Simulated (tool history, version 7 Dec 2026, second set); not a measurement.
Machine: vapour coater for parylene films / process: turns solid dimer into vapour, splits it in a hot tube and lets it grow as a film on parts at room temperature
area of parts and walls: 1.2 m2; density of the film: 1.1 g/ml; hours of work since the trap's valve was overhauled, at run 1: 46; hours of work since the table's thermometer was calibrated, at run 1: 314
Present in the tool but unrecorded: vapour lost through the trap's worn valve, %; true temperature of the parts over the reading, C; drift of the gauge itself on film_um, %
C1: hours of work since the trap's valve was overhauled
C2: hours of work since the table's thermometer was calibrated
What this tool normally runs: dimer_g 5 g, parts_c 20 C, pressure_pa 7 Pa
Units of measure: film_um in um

run 1 day=0 | dimer_g=5 parts_c=20 pressure_pa=7 | C1=46 C2=314 | film_um=2.11
run 2 day=0.554 | dimer_g=5 parts_c=20 pressure_pa=7 | C1=55 C2=322 | film_um=2.09
run 3 day=1.425 | dimer_g=5 parts_c=27 pressure_pa=7 | C1=68 C2=336 | film_um=1.52
run 4 day=1.904 | dimer_g=5 parts_c=27 pressure_pa=7 | C1=76 C2=344 | film_um=1.52
run 5 day=2.462 | dimer_g=5 parts_c=24 pressure_pa=7 | C1=85 C2=352 | film_um=1.74
run 6 day=2.942 | dimer_g=5 parts_c=24 pressure_pa=7 | C1=92 C2=360 | film_um=1.71
run 7 day=3.421 | dimer_g=5 parts_c=16 pressure_pa=7 | C1=100 C2=368 | film_um=2.47
run 8 day=3.921 | dimer_g=5 parts_c=16 pressure_pa=7 | C1=108 C2=375 | film_um=2.42
run 9 day=4.525 | dimer_g=5 parts_c=16 pressure_pa=7 | C1=117 C2=385 | film_um=2.45
run 10 day=5.092 | dimer_g=5 parts_c=16 pressure_pa=7 | C1=126 C2=394 | film_um=2.4
run 11 day=5.704 | dimer_g=5 parts_c=20 pressure_pa=2.5 | C1=136 C2=403 | film_um=2.51
run 12 day=6.062 | dimer_g=5 parts_c=20 pressure_pa=2.5 | C1=141 C2=409 | film_um=2.47
run 13 day=6.929 | dimer_g=6 parts_c=20 pressure_pa=7 | C1=155 C2=423 | film_um=2.47
run 14 day=7.458 | dimer_g=5 parts_c=22 pressure_pa=7 | C1=163 C2=431 | film_um=1.84
run 15 day=8.229 | dimer_g=3 parts_c=19 pressure_pa=4.89 | C1=176 C2=443 | film_um=1.36
run 16 day=9.112 | dimer_g=8 parts_c=15 pressure_pa=11.69 | C1=189 C2=457 | film_um=3.53
run 17 day=9.562 | dimer_g=3 parts_c=13 pressure_pa=11.69 | C1=197 C2=464 | film_um=1.46
-- day=9.767 trap's valve overhauled
run 18 day=10.362 | dimer_g=3 parts_c=13 pressure_pa=11.69 | C1=9 C2=474 | film_um=1.39
run 19 day=10.833 | dimer_g=3 parts_c=13 pressure_pa=11.69 | C1=17 C2=482 | film_um=1.32
run 20 day=11.504 | dimer_g=3 parts_c=13 pressure_pa=11.69 | C1=27 C2=492 | film_um=1.35
run 21 day=12.317 | dimer_g=7 parts_c=18 pressure_pa=6.51 | C1=40 C2=505 | film_um=2.82
run 22 day=12.854 | dimer_g=7 parts_c=18 pressure_pa=6.51 | C1=49 C2=513 | film_um=2.82
run 23 day=13.35 | dimer_g=7 parts_c=18 pressure_pa=6.51 | C1=56 C2=521 | film_um=2.81
run 24 day=13.971 | dimer_g=7 parts_c=18 pressure_pa=6.51 | C1=66 C2=531 | film_um=2.78
-- day=14.454 trap's valve overhauled, once more
run 25 day=14.967 | dimer_g=2 parts_c=23 pressure_pa=3.54 | C1=8 C2=544 | film_um=0.86
run 26 day=15.679 | dimer_g=5 parts_c=13 pressure_pa=2.9 | C1=19 C2=555 | film_um=3.51
run 27 day=16.183 | dimer_g=7 parts_c=17 pressure_pa=9.21 | C1=27 C2=563 | film_um=3.21
run 28 day=16.617 | dimer_g=5 parts_c=19 pressure_pa=3.75 | C1=34 C2=570 | film_um=2.51

Alternative continuations, all from the tool just after run 28; predict every row:
run A day=17.171 | dimer_g=5 parts_c=27 pressure_pa=4.15 | C1=43 C2=579 | film_um=?
run B day=17.171 | dimer_g=5 parts_c=13 pressure_pa=4.24 | C1=43 C2=579 | film_um=?
run C day=17.171 | dimer_g=4 parts_c=20 pressure_pa=7 | C1=43 C2=579 | film_um=?
run D day=17.171 | dimer_g=2 parts_c=24 pressure_pa=3.79 | C1=43 C2=579 | film_um=?

run=A film_um=1.75
run=B film_um=3.21
run=C film_um=1.66
run=D film_um=0.83
Take away the tool's hidden state, keep each run's random variation, and the runs would have read:
run=A film_um=1.77
run=B film_um=3.25
run=C film_um=1.68
run=D film_um=0.84
